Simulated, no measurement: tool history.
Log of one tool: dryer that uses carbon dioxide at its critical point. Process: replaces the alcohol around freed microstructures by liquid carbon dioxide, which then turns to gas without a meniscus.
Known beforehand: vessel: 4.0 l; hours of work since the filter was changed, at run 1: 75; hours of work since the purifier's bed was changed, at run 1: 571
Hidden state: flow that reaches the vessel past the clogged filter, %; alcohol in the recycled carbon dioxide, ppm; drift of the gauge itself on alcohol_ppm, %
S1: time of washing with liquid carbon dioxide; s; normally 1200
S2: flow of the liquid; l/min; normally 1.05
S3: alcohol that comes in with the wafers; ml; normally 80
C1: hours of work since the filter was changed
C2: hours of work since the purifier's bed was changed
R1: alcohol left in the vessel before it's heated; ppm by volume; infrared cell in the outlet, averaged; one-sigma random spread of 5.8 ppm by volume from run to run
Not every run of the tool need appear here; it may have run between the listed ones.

{"run": 1, "hour": 0.0, "S1": 1200, "S2": 1.05, "S3": 80, "C1": 75, "C2": 571, "R1": 308}
{"run": 2, "hour": 30.0, "S1": 1200, "S2": 1.05, "S3": 80, "C1": 97, "C2": 593, "R1": 329}
{"run": 3, "hour": 73.3, "S1": 1200, "S2": 1.05, "S3": 80, "C1": 128, "C2": 624, "R1": 361}
{"run": 4, "hour": 133.8, "S1": 1200, "S2": 1.05, "S3": 80, "C1": 172, "C2": 668, "R1": 411}
{"run": 5, "hour": 178.2, "S1": 1200, "S2": 1.05, "S3": 80, "C1": 204, "C2": 700, "R1": 443}
{"run": 6, "hour": 220.2, "S1": 1200, "S2": 1.27, "S3": 80, "C1": 234, "C2": 730, "R1": 277}
{"run": 7, "hour": 258.2, "S1": 1200, "S2": 1.27, "S3": 80, "C1": 262, "C2": 758, "R1": 291}
{"hour": 277.6, "done": "inlet filter changed"}
{"run": 8, "hour": 307.7, "S1": 1200, "S2": 1.27, "S3": 80, "C1": 22, "C2": 793, "R1": 177}
{"run": 9, "hour": 340.6, "S1": 1200, "S2": 1.27, "S3": 80, "C1": 46, "C2": 816, "R1": 185}
{"run": 10, "hour": 396.0, "S1": 1200, "S2": 1.05, "S3": 80, "C1": 85, "C2": 856, "R1": 353}
{"run": 11, "hour": 439.4, "S1": 1200, "S2": 0.69, "S3": 80, "C1": 117, "C2": 888, "R1": 1214}
{"run": 12, "hour": 476.7, "S1": 1440, "S2": 1.05, "S3": 80, "C1": 144, "C2": 915, "R1": 240}
{"run": 13, "hour": 516.0, "S1": 1440, "S2": 1.05, "S3": 80, "C1": 172, "C2": 943, "R1": 252}
{"run": 14, "hour": 554.2, "S1": 1200, "S2": 1.05, "S3": 80, "C1": 200, "C2": 971, "R1": 479}
{"run": 15, "hour": 593.2, "S1": 1200, "S2": 1.05, "S3": 80, "C1": 228, "C2": 999, "R1": 509}
{"run": 16, "hour": 631.0, "S1": 1200, "S2": 1.05, "S3": 102, "C1": 255, "C2": 1026, "R1": 650}
{"hour": 661.9, "done": "inlet filter changed"}
{"run": 17, "hour": 687.9, "S1": 1200, "S2": 1.05, "S3": 102, "C1": 19, "C2": 1066, "R1": 394}
{"run": 18, "hour": 719.6, "S1": 1200, "S2": 1.05, "S3": 102, "C1": 42, "C2": 1089, "R1": 421}
{"run": 19, "hour": 753.9, "S1": 1200, "S2": 1.05, "S3": 80, "C1": 66, "C2": 1114, "R1": 376}
{"run": 20, "hour": 789.3, "S1": 1200, "S2": 1.05, "S3": 80, "C1": 92, "C2": 1140, "R1": 404}
{"run": 21, "hour": 841.9, "S1": 1200, "S2": 1.05, "S3": 80, "C1": 130, "C2": 1178, "R1": 436}
{"run": 22, "hour": 879.4, "S1": 1200, "S2": 1.26, "S3": 80, "C1": 157, "C2": 1205, "R1": 294}
{"hour": 921.4, "done": "purifier's bed changed"}
{"run": 23, "hour": 928.1, "S1": 1200, "S2": 1.05, "S3": 80, "C1": 190, "C2": 5, "R1": 366}
{"run": 24, "hour": 978.3, "S1": 1200, "S2": 0.66, "S3": 80, "C1": 226, "C2": 41, "R1": 1623}
{"run": 25, "hour": 1023.8, "S1": 1440, "S2": 1.22, "S3": 50, "C1": 259, "C2": 74, "R1": 75}
{"hour": 1044.3, "done": "inlet filter changed"}
{"run": 26, "hour": 1080.0, "S1": 1440, "S2": 1.22, "S3": 50, "C1": 26, "C2": 114, "R1": 31}
{"run": 27, "hour": 1141.6, "S1": 1200, "S2": 1.33, "S3": 112, "C1": 70, "C2": 158, "R1": 131}
{"run": 28, "hour": 1169.4, "S1": 1200, "S2": 1.33, "S3": 112, "C1": 90, "C2": 178, "R1": 148}
{"run": 29, "hour": 1232.6, "S1": 1200, "S2": 1.33, "S3": 112, "C1": 136, "C2": 224, "R1": 167}
{"run": 30, "hour": 1263.6, "S1": 1800, "S2": 1.45, "S3": 81, "C1": 158, "C2": 246, "R1": 42}
{"run": 31, "hour": 1293.1, "S1": 1800, "S2": 1.45, "S3": 81, "C1": 180, "C2": 268, "R1": 41}
{"run": 32, "hour": 1345.7, "S1": 1800, "S2": 0.89, "S3": 81, "C1": 218, "C2": 306, "R1": 162}
{"run": 33, "hour": 1410.3, "S1": 1800, "S2": 0.92, "S3": 81, "C1": 264, "C2": 352, "R1": 178}
{"hour": 1423.9, "done": "inlet filter changed"}
{"run": 34, "hour": 1450.5, "S1": 1200, "S2": 1.06, "S3": 80, "C1": 19, "C2": 381, "R1": 239}
{"run": 35, "hour": 1496.2, "S1": 1860, "S2": 1.06, "S3": 80, "C1": 52, "C2": 414, "R1": 79}
{"run": 36, "hour": 1541.9, "S1": 1920, "S2": 0.68, "S3": 80, "C1": 85, "C2": 447, "R1": 242}
{"run": 37, "hour": 1602.5, "S1": 1920, "S2": 0.98, "S3": 52, "C1": 129, "C2": 490, "R1": 81}
{"run": 38, "hour": 1655.2, "S1": 1920, "S2": 0.98, "S3": 52, "C1": 167, "C2": 528, "R1": 101}
{"run": 39, "hour": 1711.6, "S1": 1920, "S2": 0.98, "S3": 52, "C1": 208, "C2": 569, "R1": 105}
{"run": 40, "hour": 1759.4, "S1": 1200, "S2": 0.8, "S3": 20, "C1": 242, "C2": 604, "R1": 323}
{"hour": 1808.4, "done": "inlet filter changed"}
{"run": 41, "hour": 1809.5, "S1": 900, "S2": 1.51, "S3": 110, "C1": 1, "C2": 639, "R1": 286}
{"run": 42, "hour": 1861.5, "S1": 1740, "S2": 1.19, "S3": 31, "C1": 38, "C2": 677, "R1": 86}
{"run": 43, "hour": 1914.2, "S1": 1560, "S2": 1.05, "S3": 25, "C1": 76, "C2": 715, "R1": 112}
{"run": 44, "hour": 1942.9, "S1": 1200, "S2": 1.78, "S3": 25, "C1": 97, "C2": 735, "R1": 94}
{"run": 45, "hour": 1998.5, "S1": 1560, "S2": 0.73, "S3": 56, "C1": 137, "C2": 776, "R1": 380}
{"run": 46, "hour": 2055.5, "S1": 720, "S2": 1.18, "S3": 22, "C1": 178, "C2": 817, "R1": 430}
{"run": 47, "hour": 2082.8, "S1": 720, "S2": 1.18, "S3": 22, "C1": 198, "C2": 836, "R1": 468}

Here are 3 independent what-if runs from the current tool condition. What would each one return?
{"run": "A", "hour": 2129.4, "S1": 1380, "S2": 1.38, "S3": 80, "C1": 232, "C2": 870, "R1": "?"}
{"run": "B", "hour": 2129.4, "S1": 960, "S2": 1.05, "S3": 88, "C1": 232, "C2": 870, "R1": "?"}
{"run": "C", "hour": 2129.4, "S1": 1740, "S2": 1.31, "S3": 91, "C1": 232, "C2": 870, "R1": "?"}

run=A R1=175
run=B R1=1045
run=C R1=124
With no hidden state in the tool, these same runs would have given:
run=A R1=40
run=B R1=556
run=C R1=12

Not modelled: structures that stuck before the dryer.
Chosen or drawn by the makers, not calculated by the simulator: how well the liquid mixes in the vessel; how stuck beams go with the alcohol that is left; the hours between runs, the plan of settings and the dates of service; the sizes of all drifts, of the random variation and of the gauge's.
